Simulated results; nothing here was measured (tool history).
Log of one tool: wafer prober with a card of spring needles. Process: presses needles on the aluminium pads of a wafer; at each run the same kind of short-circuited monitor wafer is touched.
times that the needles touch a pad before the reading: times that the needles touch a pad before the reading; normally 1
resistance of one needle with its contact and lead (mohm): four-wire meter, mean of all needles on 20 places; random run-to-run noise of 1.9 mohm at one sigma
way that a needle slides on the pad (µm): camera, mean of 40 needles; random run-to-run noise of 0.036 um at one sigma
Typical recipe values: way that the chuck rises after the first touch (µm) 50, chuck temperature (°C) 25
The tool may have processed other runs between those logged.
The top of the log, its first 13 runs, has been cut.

run,day,way that the chuck rises after the first touch (µm),chuck temperature (°C),times that the needles touch a pad before the reading,touches since the tips were cleaned,cleanings since the card got new needles,touches since the first contact's height was set,resistance of one needle with its contact and lead (mohm),way that a needle slides on the pad (µm)
# day 13.192: tips cleaned on abrasive film
# day 14.075: tips cleaned on abrasive film
14,14.175,50,114,1,651,75,55183,231,7.42
# day 14.938: tips cleaned on abrasive film
15,15.421,50,25,2,3197,76,63426,210,7.46
# day 15.762: tips cleaned on abrasive film
# day 16.612: tips cleaned on abrasive film
16,16.683,50,25,2,456,78,71742,209,7.46
# day 17.433: tips cleaned on abrasive film
17,17.496,50,104,3,394,79,77106,231,7.49
# day 18.267: tips cleaned on abrasive film
18,18.471,47,84,2,1345,80,83563,223,7.01
# day 19.175: tips cleaned on abrasive film
19,19.858,47,84,2,4518,81,92736,228,6.95
# day 20.017: tips cleaned on abrasive film
20,20.492,31,84,1,3164,82,96930,240,4.59
# day 20.842: tips cleaned on abrasive film
# day 21.688: tips cleaned on abrasive film
21,21.712,31,84,1,174,84,104970,236,4.61
# day 22.592: tips cleaned on abrasive film
22,22.833,37,49,1,1612,85,112384,225,5.53
# day 23.504: tips cleaned on abrasive film
23,23.938,32,86,1,2901,86,119697,236,4.74
# day 24.408: tips cleaned on abrasive film
24,25.162,50,25,2,4998,87,127781,211,7.46
# day 25.271: tips cleaned on abrasive film
# day 26.112: tips cleaned on abrasive film
25,26.188,70,41,1,471,89,134524,204,10.43
# day 26.988: tips cleaned on abrasive film
26,27.646,50,44,1,4380,90,144195,214,7.38
# day 27.825: tips cleaned on abrasive film
# day 28.638: tips cleaned on abrasive film
27,29.083,50,38,2,2943,92,153663,214,7.45
# day 29.488: tips cleaned on abrasive film
28,29.883,31,63,2,2633,93,158954,234,4.65
# day 30.404: tips cleaned on abrasive film
29,30.571,31,63,2,1093,94,163487,235,4.65
# day 31.279: tips cleaned on abrasive film
30,31.662,31,63,2,2555,95,170714,235,4.59
# day 32.142: tips cleaned on abrasive film
31,32.912,31,63,2,5112,96,178974,234,4.64

Consider 5 possible next runs. They are alternatives, not a sequence: every one starts from the tool as it was left by run 31. What does each give?
# day 33.042: tips cleaned on abrasive film
A,33.538,31,71,3,3280,97,183105,?,?
# day 33.042: tips cleaned on abrasive film
B,33.538,31,63,2,3280,97,183105,?,?
# day 33.042: tips cleaned on abrasive film
C,33.538,50,104,1,3280,97,183105,?,?
# day 33.042: tips cleaned on abrasive film
D,33.538,46,25,1,3280,97,183105,?,?
# day 33.042: tips cleaned on abrasive film
E,33.538,52,82,2,3280,97,183105,?,?

run,resistance of one needle with its contact and lead (mohm),way that a needle slides on the pad (µm)
A,238,4.63
B,237,4.59
C,227,7.42
D,214,6.85
E,225,7.75
With the hidden condition removed and each run's random variation left untouched, the same runs would have given:
run,resistance of one needle with its contact and lead (mohm),way that a needle slides on the pad (µm)
A,238,4.63
B,236,4.59
C,227,7.42
D,214,6.85
E,224,7.75
